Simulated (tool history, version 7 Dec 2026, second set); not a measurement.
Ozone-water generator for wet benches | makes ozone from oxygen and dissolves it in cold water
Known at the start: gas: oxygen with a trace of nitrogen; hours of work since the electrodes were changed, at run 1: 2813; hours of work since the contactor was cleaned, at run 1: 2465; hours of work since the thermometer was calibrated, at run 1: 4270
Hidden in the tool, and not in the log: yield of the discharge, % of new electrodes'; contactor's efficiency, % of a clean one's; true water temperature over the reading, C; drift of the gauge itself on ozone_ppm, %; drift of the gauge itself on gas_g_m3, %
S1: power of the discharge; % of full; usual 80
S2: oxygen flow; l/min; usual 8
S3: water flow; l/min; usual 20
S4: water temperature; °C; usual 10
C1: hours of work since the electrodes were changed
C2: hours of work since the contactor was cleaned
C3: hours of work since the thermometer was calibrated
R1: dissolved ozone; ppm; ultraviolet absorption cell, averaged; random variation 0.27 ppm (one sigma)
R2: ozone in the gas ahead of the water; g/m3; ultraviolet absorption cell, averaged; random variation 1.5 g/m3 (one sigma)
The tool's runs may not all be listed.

run	day	S1	S2	S3	S4	C1	C2	C3	R1	R2
1	0	80	8	20	10	2813	2465	4270	33.9	226.8
2	4.254	80	8	20	10	2890	2542	4347	33.9	225
3	8.725	80	8	20	10	2970	2623	4428	33.2	222.7
4	11.504	80	5.65	20	10	3021	2673	4478	34.8	281.1
5	15.775	80	5.65	31	10	3098	2750	4555	22.5	281.7
6	21.654	80	8	20	10	3204	2856	4661	32.7	219.7
# day 25.621: water thermometer calibrated
7	27.433	80	8	20	10	3308	2960	33	32.6	215.2
8	31.033	80	8	20	10	3373	3025	98	32.3	217.1
9	34.596	80	8	20	12	3437	3089	162	31.2	215.9
10	37.271	80	8	20	12	3485	3138	210	31.6	215.4
11	39.788	80	8	20	12	3531	3183	256	30.9	214.1
12	43.738	80	8	20	12	3602	3254	327	30.7	213.8
# day 44.446: contactor cleaned
13	49.708	80	8	20	10	3707	95	432	30.5	212.1
14	52.662	80	8	20	10	3760	148	485	30.5	209.8
15	56.708	80	8	20	10	3833	221	558	29.7	208.7
16	60.938	80	8	20	10	3910	298	635	30	208.4
17	65.892	97	7.16	18	8	3999	387	724	37.2	245.9
18	71.121	97	7.16	18	8	4094	482	819	37.5	243.4
19	74.15	97	7.16	18	8	4148	536	873	37.1	241.8
# day 77.196: contactor cleaned, once more
20	77.871	97	7.16	18	8	4212	12	937	39.9	241.9
21	81.054	80	11.4	27	10	4270	70	995	22.8	160.8
22	86.942	80	11.4	27	10	4376	176	1101	22.9	158.8
23	89.308	50	5.02	27	10	4419	219	1144	19.7	224.3
24	93.417	95	4.48	28	11	4493	293	1218	24.8	317.2
25	98.246	80	11.16	22	10	4580	380	1305	26.9	159.3
26	102.146	80	11.16	22	10	4651	450	1376	26.3	155.3
27	105.304	42	7.22	14	8	4708	507	1433	31.4	158.8
28	107.679	42	7.22	14	8	4751	550	1476	31.7	157.4
29	112.929	54	4.21	22	9	4845	645	1570	24.6	252.8
30	116.675	54	4.21	22	9	4913	713	1638	24.4	254.9
31	121.596	54	4.21	22	9	5002	802	1727	24.3	249.6
32	126.154	54	7.31	22	9	5084	884	1809	23.1	171.3

4 ways to go on from here, each from the tool as it stands after run 32. What would each give?
A	131.179	73	8	20	6	5175	975	1900	?	?
B	131.179	54	7.31	22	15	5175	975	1900	?	?
C	131.179	82	8	13	11	5175	975	1900	?	?
D	131.179	91	8	17	10	5175	975	1900	?	?

run	R1	R2
A	29.8	182.4
B	21.3	168.8
C	39.2	191.9
D	34.8	200.7
Without the tool's hidden state the same runs would have given:
run	R1	R2
A	42.8	258.2
B	29.1	226.7
C	57.4	277.1
D	51.8	295.2
